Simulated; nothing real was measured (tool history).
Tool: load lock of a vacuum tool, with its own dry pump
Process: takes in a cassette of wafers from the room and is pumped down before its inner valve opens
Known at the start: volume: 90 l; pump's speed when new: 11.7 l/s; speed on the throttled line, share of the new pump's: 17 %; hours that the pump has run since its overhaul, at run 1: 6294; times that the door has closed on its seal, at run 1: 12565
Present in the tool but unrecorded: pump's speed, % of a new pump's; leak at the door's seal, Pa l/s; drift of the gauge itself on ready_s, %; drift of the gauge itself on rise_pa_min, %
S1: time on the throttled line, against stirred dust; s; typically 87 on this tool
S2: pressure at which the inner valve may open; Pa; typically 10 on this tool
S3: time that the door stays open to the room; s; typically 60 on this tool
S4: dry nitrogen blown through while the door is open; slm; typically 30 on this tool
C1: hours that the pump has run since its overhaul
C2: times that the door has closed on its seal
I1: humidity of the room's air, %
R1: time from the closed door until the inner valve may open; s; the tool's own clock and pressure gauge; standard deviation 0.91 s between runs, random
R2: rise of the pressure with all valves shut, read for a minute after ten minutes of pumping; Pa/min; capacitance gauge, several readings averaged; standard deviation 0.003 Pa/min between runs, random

run,hour,S1,S2,S3,S4,C1,C2,I1,R1,R2
1,0.0,87,10,60,30,6294,12565,44.0,154.9,0.134
2,83.4,87,19,60,30,6377,12833,47.6,149.8,0.131
3,188.4,87,10,40,30,6482,13170,46.5,155.1,0.136
4,271.7,87,10,40,30,6566,13438,41.6,156.1,0.142
5,317.2,80,10,60,30,6611,13584,45.2,149.1,0.140
6,404.5,80,10,159,30,6699,13865,44.6,150.6,0.150
7,454.9,92,16,26,14,6749,14027,46.6,154.4,0.156
8,518.2,92,16,26,14,6812,14231,46.5,154.7,0.153
9,616.6,87,10,54,30,6911,14547,44.7,155.8,0.151
10,721.8,87,8,39,10,7016,14885,49.6,159.0,0.164
11,823.5,87,17,116,10,7118,15212,47.8,151.7,0.180
12,910.1,87,17,116,10,7204,15491,44.6,150.7,0.181

Predict each of these 4 candidate next runs independently; none follows another, all start after run 12:
A,978.4,87,10,84,7,7273,15710,46.2,?,?
B,978.4,55,17,116,10,7273,15710,45.9,?,?
C,978.4,87,16,154,10,7273,15710,42.3,?,?
D,978.4,98,17,116,10,7273,15710,43.1,?,?

run,R1,R2
A,157.1,0.180
B,126.1,0.185
C,153.7,0.182
D,161.0,0.184
Take away the tool's hidden state, keep each run's random variation, and the runs would have read:
run,R1,R2
A,143.7,0.029
B,112.7,0.033
C,141.1,0.031
D,149.2,0.032
